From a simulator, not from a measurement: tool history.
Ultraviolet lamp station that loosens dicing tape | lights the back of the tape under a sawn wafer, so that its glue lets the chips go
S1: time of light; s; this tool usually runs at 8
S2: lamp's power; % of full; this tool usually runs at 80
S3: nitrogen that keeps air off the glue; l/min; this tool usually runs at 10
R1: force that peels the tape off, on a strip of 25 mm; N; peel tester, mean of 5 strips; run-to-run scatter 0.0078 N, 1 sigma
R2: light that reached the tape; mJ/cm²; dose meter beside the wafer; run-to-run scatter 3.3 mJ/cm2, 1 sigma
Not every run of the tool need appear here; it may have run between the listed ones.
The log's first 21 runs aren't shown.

run   hour  S1  S2  S3     R1   R2
 22  147.4   8  80  14  0.274  533
 23  152.4   6  85   5  0.650  425
 24  157.4   6  85   5  0.641  428
 25  166.6   6  67   5  1.073  332
 26  175.0   5  63  10  1.157  265
 27  179.5  12  63  10  0.251  630
 28  186.3   7  63   9  0.605  365
 29  192.4   9  72   7  0.336  540
 30  199.2   9  72   7  0.337  536
 31  205.6   9  84  17  0.229  625
 32  210.9   6  69  10  0.674  344
 33  215.4   4  80  13  0.984  266
 34  223.6   4  80  13  0.992  266
 35  228.4   4  99   5  1.106  332
 36  234.7   4  99   5  1.107  327
 37  243.4   4  99   5  1.102  334
 38  251.6   4  99   5  1.098  329
 39  257.1  13  62   5  0.284  671
 40  262.2  13  62   5  0.287  675
 41  267.7   4  80   4  1.832  261
 42  276.1   9  96   4  0.297  716
 43  282.7   9  96   4  0.278  723
 44  288.1   9  63  13  0.343  467

Below are 4 alternative next runs, each starting from the tool's condition after run 44. Predict each:
  A  296.7   8  63   3   ?   ?
  B  296.7   8  80   4   ?   ?
  C  296.7  14  80  15   ?   ?
  D  296.7   5  91  16   ?   ?

run     R1   R2
  A  0.913  419
  B  0.483  531
  C  0.233  931
  D  0.428  381
Take away the tool's hidden state, keep each run's random variation, and the runs would have read:
run     R1   R2
  A  0.910  419
  B  0.482  532
  C  0.233  932
  D  0.427  381
